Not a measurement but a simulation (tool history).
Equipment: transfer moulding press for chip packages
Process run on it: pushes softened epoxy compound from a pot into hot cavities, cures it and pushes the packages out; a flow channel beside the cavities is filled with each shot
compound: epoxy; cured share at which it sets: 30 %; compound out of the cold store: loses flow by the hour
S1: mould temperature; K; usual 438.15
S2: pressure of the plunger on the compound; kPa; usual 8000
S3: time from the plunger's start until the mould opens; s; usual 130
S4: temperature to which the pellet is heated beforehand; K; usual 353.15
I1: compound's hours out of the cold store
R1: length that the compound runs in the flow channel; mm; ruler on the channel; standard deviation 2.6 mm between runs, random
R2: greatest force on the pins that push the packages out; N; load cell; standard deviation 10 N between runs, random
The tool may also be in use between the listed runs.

run,hour,S1,S2,S3,S4,I1,R1,R2
1,0.0,438.15,8000,130,353.15,38.2,528,474
2,5.3,438.15,8000,130,358.15,32.5,548,521
3,14.2,438.15,8000,167,353.15,47.3,496,503
4,24.9,444.15,8000,130,353.15,20.7,574,535
5,34.4,444.15,8000,130,353.15,31.2,532,556
6,40.3,444.15,8000,130,353.15,19.3,575,563
7,51.0,444.15,8000,130,353.15,17.8,580,579
8,58.5,444.15,7960,130,353.15,23.7,559,605
# hour 62.5: cavities cleaned with cleaning compound and waxed
9,66.8,444.15,7960,130,353.15,25.9,547,477
10,77.3,444.15,7960,130,353.15,8.7,615,488
11,87.8,444.15,7960,130,353.15,30.7,531,508
12,94.4,444.15,7960,130,353.15,28.4,540,531
13,104.8,444.15,7960,130,353.15,8.6,614,566
14,113.9,444.15,7960,130,353.15,12.2,592,585
15,119.0,444.15,7960,130,353.15,16.6,580,585
16,127.1,443.15,9330,161,344.15,40.7,540,591
# hour 131.5: cavities cleaned with cleaning compound and waxed
17,136.9,443.15,7850,120,344.15,41.8,496,476
18,143.5,434.15,6260,132,357.15,22.0,518,566
19,152.7,434.15,6260,132,357.15,20.4,525,597
20,163.7,434.15,9480,141,354.15,31.1,607,576
21,170.1,434.15,9480,141,354.15,11.0,679,661
22,179.4,443.15,8000,169,353.15,35.3,520,573
23,185.1,443.15,8000,169,353.15,46.5,483,588
24,193.6,431.15,8000,130,354.15,17.9,608,844

Consider 4 possible next runs. They are alternatives, not a sequence: every one starts from the tool as it was left by run 24. What does each give?
# hour 200.0: cavities cleaned with cleaning compound and waxed
A,203.9,431.15,8000,152,361.15,19.8,?,?
# hour 200.0: cavities cleaned with cleaning compound and waxed
B,203.9,437.15,8000,130,354.15,10.3,?,?
# hour 200.0: cavities cleaned with cleaning compound and waxed
C,203.9,431.15,8360,130,354.15,44.4,?,?
# hour 200.0: cavities cleaned with cleaning compound and waxed
D,203.9,438.15,6960,153,347.15,12.4,?,?

run,R1,R2
A,600,492
B,618,485
C,529,600
D,570,452
Stripped of hidden state, with their random variation kept, the same runs would have yielded:
run,R1,R2
A,615,479
B,633,472
C,542,584
D,584,440
